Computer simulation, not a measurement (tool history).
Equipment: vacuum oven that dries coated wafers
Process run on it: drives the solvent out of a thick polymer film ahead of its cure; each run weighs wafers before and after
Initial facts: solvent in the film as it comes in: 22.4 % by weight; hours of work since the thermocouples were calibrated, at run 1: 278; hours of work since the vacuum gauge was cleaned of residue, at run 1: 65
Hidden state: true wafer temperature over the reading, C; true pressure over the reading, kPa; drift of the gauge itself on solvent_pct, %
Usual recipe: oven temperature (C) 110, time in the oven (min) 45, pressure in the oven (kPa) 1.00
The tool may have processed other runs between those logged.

run	hour	oven temperature (C)	time in the oven (min)	pressure in the oven (kPa)	hours of work since the thermocouples were calibrated	hours of work since the vacuum gauge was cleaned of residue	solvent left in the film (%)
1	0.0	110	45	1.00	278	65	2.73
2	10.8	110	45	1.00	284	71	2.74
3	21.2	110	45	1.00	289	77	2.67
4	30.8	110	45	1.00	295	82	2.67
5	45.3	110	45	0.80	303	91	2.57
6	60.4	110	45	1.00	311	99	2.69
7	71.2	110	45	1.00	317	105	2.77
8	81.1	110	23	1.00	323	111	6.45
9	94.6	110	23	1.00	330	118	6.54
10	107.7	110	45	2.09	338	125	3.50
11	120.1	110	45	1.00	345	132	2.73
12	127.7	110	45	1.00	349	137	2.84
13	141.4	110	45	0.84	357	144	2.58
14	151.6	110	45	0.84	362	150	2.66
15	161.2	110	36	0.84	368	155	3.66
16	169.7	110	36	0.84	372	160	3.71
17	179.5	110	45	1.83	378	166	3.24
18	189.3	110	45	1.83	383	171	3.31
19	201.7	110	45	1.83	390	178	3.24
20	210.7	110	45	1.00	395	183	2.78
21	218.7	118	45	1.00	400	188	1.58
22	227.3	125	24	1.10	405	192	2.91
23	238.4	116	57	0.72	411	199	0.99
24	253.0	110	45	1.35	419	207	3.02
25	265.0	110	23	0.58	426	214	6.25
26	280.1	110	23	0.58	434	222	6.39
27	291.2	103	70	0.67	440	228	2.04
28	298.9	106	43	0.77	445	233	3.78
29	309.0	110	45	2.60	450	238	3.79
30	315.8	110	45	2.60	454	242	3.86
31	324.0	113	45	1.64	459	247	2.58
32	337.6	96	58	0.78	466	254	4.63
33	346.4	96	58	0.78	471	259	4.66
34	354.8	96	58	0.78	476	264	4.65
35	363.7	102	77	2.98	481	269	3.77
36	374.6	95	46	2.41	487	275	7.63
37	386.9	123	49	0.60	494	282	0.67
38	398.8	113	54	0.57	501	288	1.42
39	411.0	101	64	0.97	507	295	3.09
40	423.8	103	66	1.43	515	302	2.94

Each row is a separate what-if for the run after 40, all from the same tool condition, not one after another. Results?
A	438.9	103	37	1.43	523	311	?
B	438.9	123	60	1.43	523	311	?
C	438.9	97	45	3.40	523	311	?
D	438.9	120	39	0.55	523	311	?

run	solvent left in the film (%)
A	5.80
B	0.83
C	8.21
D	1.47
Without the tool's unlogged condition, the same runs would have read:
run	solvent left in the film (%)
A	5.43
B	0.75
C	7.76
D	1.29
